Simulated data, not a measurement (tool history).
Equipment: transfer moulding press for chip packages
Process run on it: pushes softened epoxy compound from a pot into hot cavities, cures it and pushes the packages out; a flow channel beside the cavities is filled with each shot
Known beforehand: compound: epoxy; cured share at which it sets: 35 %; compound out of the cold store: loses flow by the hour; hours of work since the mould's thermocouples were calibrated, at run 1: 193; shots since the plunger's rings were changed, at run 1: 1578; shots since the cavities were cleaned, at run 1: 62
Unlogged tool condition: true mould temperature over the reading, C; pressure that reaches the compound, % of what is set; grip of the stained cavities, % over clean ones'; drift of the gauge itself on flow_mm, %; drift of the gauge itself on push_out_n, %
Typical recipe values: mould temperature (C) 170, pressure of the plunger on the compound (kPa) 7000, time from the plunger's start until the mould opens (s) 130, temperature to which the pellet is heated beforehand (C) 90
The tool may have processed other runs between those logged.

run   hour  mould temperature (C)  pressure of the plunger on the compound (kPa)  time from the plunger's start until the mould opens (s)  temperature to which the pellet is heated beforehand (C)  hours of work since the mould's thermocouples were calibrated  shots since the plunger's rings were changed  shots since the cavities were cleaned  incoming compound's hours out of the cold store  length that the compound runs in the flow channel (mm)  greatest force on the pins that push the packages out (N)
  1      0                    170                                           7000                                                      130                                                        90                                                            193                                          1578                                     62                                             10.7                                                   765.5                                                        208
  2   13.9                    170                                           7000                                                      133                                                        90                                                            201                                          1692                                    176                                             20.6                                                   738.8                                                        249
  3   26.2                    170                                           7000                                                      133                                                        90                                                            208                                          1793                                    277                                             17.5                                                   746.8                                                        269
  4   49.9                    170                                           7000                                                      133                                                        90                                                            222                                          1988                                    472                                             21.7                                                   733.2                                                        321
  5   60.6                    170                                           7000                                                      150                                                        90                                                            229                                          2077                                    561                                             16.6                                                   746.8                                                        322
      63.9  -- mould's thermocouples calibrated
  6   79.4                    170                                           7000                                                      113                                                        90                                                              9                                          2215                                    699                                             25.7                                                   723.6                                                        419
  7   92.6                    170                                           5310                                                      113                                                        89                                                             17                                          2324                                    808                                             24.7                                                   630.7                                                        413
     102.9  -- cavities cleaned with cleaning compound and waxed
     115.1  -- mould's thermocouples calibrated, once more
  8  117.2                    170                                           5310                                                      113                                                        99                                                              1                                          2498                                    101                                             22.1                                                   632.2                                                        266
       122  -- plunger's sealing rings changed
  9  145.8                    170                                           5310                                                      113                                                        99                                                             16                                           196                                    316                                             10.5                                                   671.3                                                        336
 10  164.7                    165                                           7030                                                      137                                                        83                                                             27                                           352                                    472                                               27                                                   747.6                                                        345
 11  187.2                    163                                           7030                                                      154                                                        81                                                             41                                           537                                    657                                             31.8                                                   741.8                                                        355
 12  207.3                    163                                           8190                                                      154                                                        84                                                             52                                           703                                    823                                             27.6                                                   810.7                                                        364

4 options for the next run, each taken on its own from the tool as it stands now. Forecast them:
     215.3  -- cavities cleaned with cleaning compound and waxed
  A  228.6                    170                                           7000                                                      130                                                        88                                                             64                                           866                                    109                                             41.1                                                       ?                                                          ?
     215.3  -- cavities cleaned with cleaning compound and waxed
  B  228.6                    170                                           7000                                                      157                                                        90                                                             64                                           866                                    109                                             13.8                                                       ?                                                          ?
     215.3  -- cavities cleaned with cleaning compound and waxed
  C  228.6                    170                                           7000                                                      130                                                        99                                                             64                                           866                                    109                                             21.7                                                       ?                                                          ?
     215.3  -- cavities cleaned with cleaning compound and waxed
  D  228.6                    171                                           7000                                                      130                                                        90                                                             64                                           866                                    109                                             37.2                                                       ?                                                          ?

run  length that the compound runs in the flow channel (mm)  greatest force on the pins that push the packages out (N)
  A                                                   692.4                                                        230
  B                                                     760                                                        209
  C                                                   737.6                                                        233
  D                                                   696.8                                                        223
The same runs, with their run-to-run variation unchanged, on a tool lacking any hidden condition would have given:
run  length that the compound runs in the flow channel (mm)  greatest force on the pins that push the packages out (N)
  A                                                   697.7                                                        185
  B                                                   765.8                                                        167
  C                                                   743.2                                                        187
  D                                                     702                                                        178
